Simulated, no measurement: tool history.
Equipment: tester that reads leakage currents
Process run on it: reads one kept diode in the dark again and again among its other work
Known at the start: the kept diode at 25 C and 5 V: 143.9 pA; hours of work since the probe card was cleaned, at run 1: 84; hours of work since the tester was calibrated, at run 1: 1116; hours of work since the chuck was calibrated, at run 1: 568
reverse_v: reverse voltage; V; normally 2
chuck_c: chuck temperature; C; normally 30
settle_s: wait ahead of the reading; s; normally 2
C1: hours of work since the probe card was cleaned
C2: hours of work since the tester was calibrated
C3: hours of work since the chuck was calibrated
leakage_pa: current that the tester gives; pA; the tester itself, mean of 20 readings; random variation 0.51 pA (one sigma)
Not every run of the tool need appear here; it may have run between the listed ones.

{"run": 1, "day": 0.0, "reverse_v": 2, "chuck_c": 30, "settle_s": 2, "C1": 84, "C2": 1116, "C3": 568, "leakage_pa": 179.29}
{"run": 2, "day": 0.792, "reverse_v": 2, "chuck_c": 58, "settle_s": 2, "C1": 97, "C2": 1129, "C3": 581, "leakage_pa": 1748.45}
{"run": 3, "day": 1.658, "reverse_v": 2, "chuck_c": 58, "settle_s": 2, "C1": 111, "C2": 1143, "C3": 596, "leakage_pa": 1747.63}
{"run": 4, "day": 2.8, "reverse_v": 9.09, "chuck_c": 30, "settle_s": 2, "C1": 130, "C2": 1162, "C3": 614, "leakage_pa": 296.76}
{"run": 5, "day": 3.896, "reverse_v": 2, "chuck_c": 30, "settle_s": 2.49, "C1": 148, "C2": 1180, "C3": 632, "leakage_pa": 180.75}
{"run": 6, "day": 4.946, "reverse_v": 2, "chuck_c": 43, "settle_s": 2, "C1": 165, "C2": 1197, "C3": 650, "leakage_pa": 547.1}
{"run": 7, "day": 5.858, "reverse_v": 9.71, "chuck_c": 24, "settle_s": 0.37, "C1": 180, "C2": 1212, "C3": 665, "leakage_pa": 179.96}
{"run": 8, "day": 7.267, "reverse_v": 9.71, "chuck_c": 24, "settle_s": 0.31, "C1": 203, "C2": 1235, "C3": 688, "leakage_pa": 181.2}
{"run": 9, "day": 8.754, "reverse_v": 9.71, "chuck_c": 24, "settle_s": 3.75, "C1": 228, "C2": 1260, "C3": 712, "leakage_pa": 180.11}
{"run": 10, "day": 10.521, "reverse_v": 2, "chuck_c": 53, "settle_s": 3.75, "C1": 257, "C2": 1289, "C3": 741, "leakage_pa": 1216.89}
{"run": 11, "day": 11.475, "reverse_v": 2, "chuck_c": 53, "settle_s": 3.75, "C1": 272, "C2": 1305, "C3": 757, "leakage_pa": 1222.69}

5 ways to go on from here, each from the tool as it stands after run 11. What would each give?
{"run": "A", "day": 12.642, "reverse_v": 2.24, "chuck_c": 30, "settle_s": 1.5, "C1": 292, "C2": 1324, "C3": 776, "leakage_pa": "?"}
{"run": "B", "day": 12.642, "reverse_v": 1.37, "chuck_c": 24, "settle_s": 1.34, "C1": 292, "C2": 1324, "C3": 776, "leakage_pa": "?"}
{"run": "C", "day": 12.642, "reverse_v": 1.23, "chuck_c": 44, "settle_s": 3.87, "C1": 292, "C2": 1324, "C3": 776, "leakage_pa": "?"}
{"run": "D", "day": 12.642, "reverse_v": 6.98, "chuck_c": 30, "settle_s": 0.54, "C1": 292, "C2": 1324, "C3": 776, "leakage_pa": "?"}
{"run": "E", "day": 12.642, "reverse_v": 2.6, "chuck_c": 35, "settle_s": 5.67, "C1": 292, "C2": 1324, "C3": 776, "leakage_pa": "?"}

run=A leakage_pa=190.79
run=B leakage_pa=93.94
run=C leakage_pa=513.01
run=D leakage_pa=278.33
run=E leakage_pa=308.68
The same runs, with their run-to-run variation unchanged, on a tool lacking any hidden condition would have given:
run=A leakage_pa=174.73
run=B leakage_pa=85.63
run=C leakage_pa=474.98
run=D leakage_pa=253.83
run=E leakage_pa=283.83
